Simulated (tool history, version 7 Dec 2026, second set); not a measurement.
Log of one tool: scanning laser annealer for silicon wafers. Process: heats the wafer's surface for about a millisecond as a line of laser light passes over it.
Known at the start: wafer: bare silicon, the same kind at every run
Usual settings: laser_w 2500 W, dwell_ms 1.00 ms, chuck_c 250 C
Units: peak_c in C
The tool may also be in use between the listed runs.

| run | hour | laser_w | dwell_ms | chuck_c | peak_c |
|---|---|---|---|---|---|
| 1 | 0.0 | 2500 | 1.00 | 250 | 930 |
| 2 | 61.6 | 2500 | 1.00 | 250 | 929 |
| 3 | 126.2 | 2500 | 1.00 | 225 | 902 |
| 4 | 179.9 | 2500 | 1.00 | 225 | 896 |
|  | 230.3 | optics aligned, line set to its width |
| 5 | 241.1 | 2500 | 1.00 | 278 | 965 |
| 6 | 287.5 | 2501 | 1.00 | 250 | 934 |
| 7 | 346.9 | 2500 | 1.00 | 250 | 931 |
| 8 | 413.3 | 2500 | 1.00 | 250 | 933 |
| 9 | 483.6 | 2500 | 1.00 | 250 | 929 |
| 10 | 542.0 | 2500 | 1.00 | 250 | 925 |
| 11 | 616.4 | 2127 | 1.00 | 250 | 822 |
| 12 | 664.4 | 2127 | 1.00 | 250 | 821 |
| 13 | 721.8 | 2500 | 1.00 | 276 | 943 |
| 14 | 762.1 | 2500 | 1.00 | 276 | 947 |
| 15 | 795.6 | 2500 | 1.00 | 276 | 941 |
| 16 | 860.4 | 2500 | 1.00 | 250 | 917 |
|  | 869.5 | window over the wafer cleaned |
| 17 | 906.0 | 2500 | 0.99 | 250 | 951 |
| 18 | 984.0 | 2500 | 0.99 | 250 | 949 |
| 19 | 1041.8 | 2500 | 0.99 | 250 | 943 |
| 20 | 1106.9 | 2374 | 0.99 | 250 | 908 |
| 21 | 1183.4 | 2374 | 0.99 | 250 | 904 |
| 22 | 1239.5 | 2374 | 1.08 | 268 | 954 |
| 23 | 1291.3 | 2390 | 1.06 | 213 | 894 |
| 24 | 1341.9 | 2355 | 1.12 | 213 | 901 |
| 25 | 1414.3 | 2500 | 0.78 | 269 | 871 |
| 26 | 1458.5 | 2435 | 1.06 | 225 | 916 |
| 27 | 1502.1 | 2435 | 1.06 | 225 | 911 |
| 28 | 1559.3 | 2500 | 0.81 | 243 | 852 |
| 29 | 1618.9 | 2500 | 0.76 | 227 | 815 |
| 30 | 1673.9 | 2500 | 0.76 | 227 | 812 |
| 31 | 1722.5 | 2500 | 0.76 | 227 | 811 |
| 32 | 1762.0 | 2603 | 0.76 | 227 | 832 |
|  | 1774.3 | optics aligned, line set to its width |
| 33 | 1830.6 | 2603 | 0.76 | 227 | 841 |
| 34 | 1884.0 | 2603 | 0.76 | 227 | 842 |
| 35 | 1940.8 | 2347 | 0.91 | 262 | 872 |
| 36 | 1997.6 | 2347 | 0.91 | 262 | 867 |
| 37 | 2056.7 | 2353 | 1.13 | 262 | 942 |
| 38 | 2092.0 | 2353 | 1.13 | 262 | 940 |
| 39 | 2155.1 | 2353 | 1.13 | 262 | 943 |
| 40 | 2228.5 | 2190 | 1.25 | 280 | 942 |
| 41 | 2287.1 | 2500 | 1.10 | 263 | 969 |
| 42 | 2324.0 | 2409 | 1.10 | 215 | 894 |

Forecast each of these 3 alternatives for the next run:
|  | 2359.1 | window over the wafer cleaned |
| A | 2388.9 | 2579 | 0.88 | 223 | ? |
|  | 2359.1 | window over the wafer cleaned |
| B | 2388.9 | 2191 | 1.10 | 215 | ? |
|  | 2359.1 | window over the wafer cleaned |
| C | 2388.9 | 2409 | 0.82 | 215 | ? |

| run | peak_c |
|---|---|
| A | 900 |
| B | 865 |
| C | 826 |
Without the tool's hidden state the same runs would have given:
| run | peak_c |
|---|---|
| A | 906 |
| B | 870 |
| C | 831 |
